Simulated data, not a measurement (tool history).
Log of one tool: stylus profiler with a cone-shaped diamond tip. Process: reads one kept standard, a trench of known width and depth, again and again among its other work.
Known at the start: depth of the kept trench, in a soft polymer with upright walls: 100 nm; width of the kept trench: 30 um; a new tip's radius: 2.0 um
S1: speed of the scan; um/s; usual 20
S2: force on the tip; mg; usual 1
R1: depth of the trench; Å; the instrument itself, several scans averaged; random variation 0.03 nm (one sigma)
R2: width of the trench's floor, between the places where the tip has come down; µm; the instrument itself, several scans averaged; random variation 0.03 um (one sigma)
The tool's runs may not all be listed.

run	hour	S1	S2	R1	R2
1	0	20	1	1007.2	28.54
2	29	20	1	1007.4	28.58
3	46.6	20	1	1007.6	28.59
4	81.5	20	1	1007.6	28.55
5	101.1	20	1	1007.3	28.55
6	132.4	12	1	1007.4	28.58
7	153.5	20	1	1007.3	28.58
8	172	20	1	1007.6	28.53
9	195.4	20	1	1007.7	28.55
10	231.3	20	1	1007.6	28.61
11	249.2	20	1	1008.1	28.53
12	265.4	20	1	1007.3	28.5
13	302.3	20	1	1008.1	28.59
14	320.9	20	1	1007.6	28.55
15	340.8	20	1.32	1009.1	28.51
16	373.5	20	0.36	1003.9	28.41
17	406.5	20	0.36	1004.1	28.46
18	441.7	20	1	1007.5	28.53
19	475.8	20	2.12	1012.1	28.58
20	497	20	2.12	1012.5	28.57
21	513.2	20	2.12	1012.5	28.51
22	551.1	20	2.12	1012.5	28.57
23	570.8	8	1	1007.8	28.57
24	591.8	8	1	1007.3	28.5
25	629.6	8	1	1007.6	28.56
26	653.2	8	1	1007.1	28.54
27	671	80	0.67	1005.9	28.01
28	707.7	7	0.99	1007.8	28.48
29	736.4	6	2.49	1013.9	28.57
30	774.3	6	2.49	1014.1	28.55
31	812.6	6	1	1007.9	28.49
32	838.1	33	2.22	1013.3	28.38
33	862.5	11	0.73	1006.4	28.46
34	884.4	12	0.36	1004.2	28.43
35	903.7	9	2.81	1015.6	28.53
36	932.8	10	0.96	1007.5	28.49
37	957.3	10	0.96	1008.2	28.47
38	995.4	21	0.96	1008.1	28.42
39	1030	77	0.46	1004.6	27.88
40	1067.7	77	0.46	1005	27.89
41	1085	64	1	1008.3	28.17
42	1105.7	79	1.79	1011.4	28.19
43	1136.6	17	1	1007.8	28.41
44	1166.5	22	0.34	1004.5	28.31
45	1192	68	2.26	1013.8	28.29
46	1220.1	68	2.26	1013.5	28.29
47	1250	11	0.72	1007.1	28.42
48	1276	8	1.59	1011.1	28.49

3 ways to go on from here, each from the tool as it stands after run 48. What would each give?
A	1297.3	15	1.22	?	?
B	1297.3	20	0.67	?	?
C	1297.3	51	1	?	?

run	R1	R2
A	1009.3	28.44
B	1006.7	28.38
C	1008.9	28.25
Without the tool's hidden state the same runs would have given:
run	R1	R2
A	1008.5	28.68
B	1005.9	28.62
C	1008.1	28.49

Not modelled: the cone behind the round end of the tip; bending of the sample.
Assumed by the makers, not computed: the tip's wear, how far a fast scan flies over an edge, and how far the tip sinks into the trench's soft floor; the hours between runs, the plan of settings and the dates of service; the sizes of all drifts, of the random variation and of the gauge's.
